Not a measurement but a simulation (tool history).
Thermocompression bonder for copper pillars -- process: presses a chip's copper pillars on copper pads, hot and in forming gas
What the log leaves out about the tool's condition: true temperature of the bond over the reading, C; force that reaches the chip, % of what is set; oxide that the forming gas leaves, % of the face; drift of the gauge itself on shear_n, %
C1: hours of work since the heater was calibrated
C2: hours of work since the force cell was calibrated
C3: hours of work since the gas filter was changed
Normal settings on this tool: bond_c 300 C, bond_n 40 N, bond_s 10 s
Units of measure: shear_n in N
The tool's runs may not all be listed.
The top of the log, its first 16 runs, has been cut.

{"run": 17, "hour": 680.1, "bond_c": 300, "bond_n": 40, "bond_s": 10, "C1": 778, "C2": 591, "C3": 90, "shear_n": 48.5}
{"hour": 695.3, "done": "heater calibrated with a thermocouple chip"}
{"run": 18, "hour": 717.3, "bond_c": 300, "bond_n": 57, "bond_s": 10, "C1": 13, "C2": 611, "C3": 110, "shear_n": 61.0}
{"run": 19, "hour": 760.7, "bond_c": 300, "bond_n": 57, "bond_s": 10, "C1": 39, "C2": 637, "C3": 136, "shear_n": 60.2}
{"run": 20, "hour": 794.0, "bond_c": 315, "bond_n": 33, "bond_s": 18, "C1": 58, "C2": 657, "C3": 156, "shear_n": 65.1}
{"run": 21, "hour": 835.0, "bond_c": 300, "bond_n": 56, "bond_s": 10, "C1": 83, "C2": 681, "C3": 180, "shear_n": 59.9}
{"run": 22, "hour": 876.1, "bond_c": 300, "bond_n": 56, "bond_s": 10, "C1": 107, "C2": 705, "C3": 204, "shear_n": 59.9}
{"run": 23, "hour": 923.1, "bond_c": 280, "bond_n": 56, "bond_s": 10, "C1": 135, "C2": 733, "C3": 232, "shear_n": 48.7}
{"run": 24, "hour": 955.1, "bond_c": 321, "bond_n": 55, "bond_s": 29, "C1": 154, "C2": 752, "C3": 251, "shear_n": 80.3}
{"run": 25, "hour": 980.5, "bond_c": 296, "bond_n": 49, "bond_s": 14, "C1": 169, "C2": 767, "C3": 266, "shear_n": 58.5}
{"run": 26, "hour": 1006.8, "bond_c": 271, "bond_n": 32, "bond_s": 10, "C1": 184, "C2": 783, "C3": 282, "shear_n": 31.2}
{"run": 27, "hour": 1056.1, "bond_c": 271, "bond_n": 47, "bond_s": 26, "C1": 213, "C2": 812, "C3": 311, "shear_n": 52.6}
{"run": 28, "hour": 1114.3, "bond_c": 286, "bond_n": 50, "bond_s": 29, "C1": 248, "C2": 846, "C3": 345, "shear_n": 62.6}
{"run": 29, "hour": 1157.7, "bond_c": 286, "bond_n": 50, "bond_s": 13, "C1": 274, "C2": 872, "C3": 371, "shear_n": 51.0}

Run 30, settings as shown, results not yet in. Your forecast:
{"run": 30, "hour": 1189.6, "bond_c": 277, "bond_n": 38, "bond_s": 28, "C1": 292, "C2": 891, "C3": 390, "shear_n": "?"}

{"run 30": {"shear_n": 51.6}}
Take away the tool's hidden state, keep the run-to-run variation as it was, and the same run would have given shear_n 55.1 N.
